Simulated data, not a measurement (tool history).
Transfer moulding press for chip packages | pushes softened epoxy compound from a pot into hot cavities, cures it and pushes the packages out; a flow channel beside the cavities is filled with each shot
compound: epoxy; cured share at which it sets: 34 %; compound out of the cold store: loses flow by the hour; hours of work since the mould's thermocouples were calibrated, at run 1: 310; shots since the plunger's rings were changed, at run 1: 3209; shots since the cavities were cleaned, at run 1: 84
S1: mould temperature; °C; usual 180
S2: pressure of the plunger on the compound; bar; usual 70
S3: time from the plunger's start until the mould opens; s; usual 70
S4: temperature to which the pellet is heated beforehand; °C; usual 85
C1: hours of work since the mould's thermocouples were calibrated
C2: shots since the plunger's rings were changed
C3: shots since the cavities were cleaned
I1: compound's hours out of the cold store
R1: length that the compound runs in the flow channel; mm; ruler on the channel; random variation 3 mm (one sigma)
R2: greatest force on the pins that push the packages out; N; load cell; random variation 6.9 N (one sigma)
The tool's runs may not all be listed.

run   hour   S1    S2   S3  S4   C1    C2   C3    I1   R1    R2
  1      0  180    70   70  85  310  3209   84    10  544   330
      29.3  -- cavities cleaned with cleaning compound and waxed
  2   29.3  180    70   70  85  324  3578    0  34.2  507   287
      43.8  -- plunger's sealing rings changed
  3   60.6  180    70   70  85  339   223  382  22.3  549   402
      68.6  -- cavities cleaned with cleaning compound and waxed
  4   87.8  180    70   70  85  352   563  254  41.5  517   365
  5  100.6  180    70   70  90  358   733  424  15.1  555   423
     103.9  -- cavities cleaned with cleaning compound and waxed
  6  132.3  180    70   70  90  373  1134  376  21.2  542   377
     139.5  -- cavities cleaned with cleaning compound and waxed
  7  150.7  180    70   70  85  382  1359  149  15.9  550   350
  8  172.2  180  72.1   70  85  392  1643  433  44.4  514   401
     175.6  -- cavities cleaned with cleaning compound and waxed
  9  191.7  180  72.1   70  85  401  1882  214  36.6  522   340
     211.1  -- cavities cleaned with cleaning compound and waxed
 10    219  180  72.1   70  85  414  2224  104  40.2  512   321
 11  237.2  180    70   52  85  423  2465  345  29.2  522   780
     247.3  -- cavities cleaned with cleaning compound and waxed
 12  252.8  180    70   52  85  431  2653   73  44.6  501   596
 13  272.9  180    70   70  85  441  2919  339  29.6  510   389
     276.4  -- mould's thermocouples calibrated
     286.3  -- cavities cleaned with cleaning compound and waxed
 14  301.1  181    70   70  85   12  3248  197  28.5  509   323
     322.6  -- cavities cleaned with cleaning compound and waxed
 15  331.5  180    70   66  77   26  3630  117  38.5  492   358
     339.7  -- plunger's sealing rings changed
     361.3  -- cavities cleaned with cleaning compound and waxed
 16    362  188  58.9   70  85   39   276    9  20.4  490   218
 17  375.1  188  58.9   70  85   46   449  182  37.2  465   250
 18  394.9  180    70  102  89   56   712  445  17.7  552   283
     399.1  -- cavities cleaned with cleaning compound and waxed
 19  411.3  180    70   58  89   63   910  161  24.7  539   517
     434.5  -- cavities cleaned with cleaning compound and waxed
 20  435.7  180    70   58  89   75  1214   17  16.3  548   424
     444.4  -- mould's thermocouples calibrated, once more
 21  456.9  176    70   58  76    6  1468  271  30.6  534   793
     471.7  -- cavities cleaned with cleaning compound and waxed
 22  486.6  176    70   58  76   20  1843  199  34.8  525   715
       509  -- cavities cleaned with cleaning compound and waxed
 23  511.6  176  61.3   58  76   32  2154   34  28.4  497   631
 24  528.9  176  61.3   53  76   41  2384  264    21  508   997
     545.9  -- cavities cleaned with cleaning compound and waxed
 25  548.1  174  61.3   53  88   50  2618   29  28.4  496   810
 26  578.8  174  65.4   55  77   65  3025  436  18.9  527  1114
     582.9  -- cavities cleaned with cleaning compound and waxed
 27  602.8  174  65.4   55  77   76  3324  264  10.3  531  1015

Forecast each of these 4 alternatives for the next run:
     619.6  -- cavities cleaned with cleaning compound and waxed
  A  619.9  180    70  69  85  84  3531   4  31.5   ?   ?
     619.6  -- cavities cleaned with cleaning compound and waxed
  B  619.9  183  65.4  56  76  84  3531   4  40.4   ?   ?
     619.6  -- cavities cleaned with cleaning compound and waxed
  C  619.9  186  63.8  55  76  84  3531   4  36.9   ?   ?
     619.6  -- cavities cleaned with cleaning compound and waxed
  D  619.9  180  86.1  69  85  84  3531   4  15.8   ?   ?

run   R1   R2
  A  508  303
  B  473  384
  C  463  326
  D  589  303
Without the tool's hidden state the same runs would have given:
run   R1   R2
  A  543  296
  B  506  375
  C  494  318
  D  630  295
